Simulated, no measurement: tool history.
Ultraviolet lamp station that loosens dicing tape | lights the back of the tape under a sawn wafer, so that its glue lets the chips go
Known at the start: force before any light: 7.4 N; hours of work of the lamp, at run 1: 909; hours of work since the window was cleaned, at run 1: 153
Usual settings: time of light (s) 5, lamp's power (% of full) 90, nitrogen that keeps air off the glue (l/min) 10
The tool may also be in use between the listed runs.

run,hour,time of light (s),lamp's power (% of full),nitrogen that keeps air off the glue (l/min),hours of work of the lamp,hours of work since the window was cleaned,force that peels the tape off (N),light that reached the tape (mJ/cm²)
1,0,5,90,10,909,153,0.508,224
2,39.5,5,90,10,927,171,0.53,225
3,101.2,5,90,10,955,199,0.556,222
4,168.3,5,90,10,986,230,0.603,217
5,239.6,5,90,10,1018,262,0.626,205
6,297.9,5,90,10,1045,289,0.651,204
7,334.3,5,90,10,1062,305,0.697,199
# hour 352.7: lamp changed
8,409.4,5,94,10,26,339,0.246,335
9,458,5,94,10,48,361,0.249,333
10,516.7,5,94,10,75,388,0.262,326
11,582.6,5,94,12,105,418,0.237,318
12,640,5,94,12,131,444,0.246,314
13,694.1,5,94,12,155,469,0.273,308
14,755.4,5,70,12,183,497,0.502,224
15,821.4,5,70,12,213,527,0.525,221
16,887.4,5,70,12,243,557,0.545,214
# hour 958.8: window cleaned of glue's vapour
17,976.3,5,90,10,284,8,0.264,328
18,1012.1,5,90,10,300,24,0.267,315
19,1079.4,5,90,10,331,55,0.295,309
20,1117,5,90,10,348,72,0.283,310
21,1202.5,5,90,10,387,111,0.298,300
22,1289.5,5,90,4,426,151,0.465,289
23,1338.9,5,90,4,449,173,0.491,284
24,1377.9,5,90,4,466,191,0.494,283
25,1450.7,9,73,4,500,224,0.244,404
26,1492.2,9,81,4,518,243,0.214,436
27,1571.3,9,81,4,554,279,0.219,424
28,1640,6,98,4,586,310,0.357,334
29,1688.4,6,98,4,608,332,0.364,329
30,1768.6,6,98,4,644,369,0.381,316

The next listed run, before its measurement:
31,1819.7,6,69,7,668,392,?,?

{"run 31": {"force that peels the tape off (N)": 0.653, "light that reached the tape (mJ/cm²)": 222}}
Without the tool's hidden state the same run would have given force that peels the tape off (N) 0.272, light that reached the tape (mJ/cm²) 340.

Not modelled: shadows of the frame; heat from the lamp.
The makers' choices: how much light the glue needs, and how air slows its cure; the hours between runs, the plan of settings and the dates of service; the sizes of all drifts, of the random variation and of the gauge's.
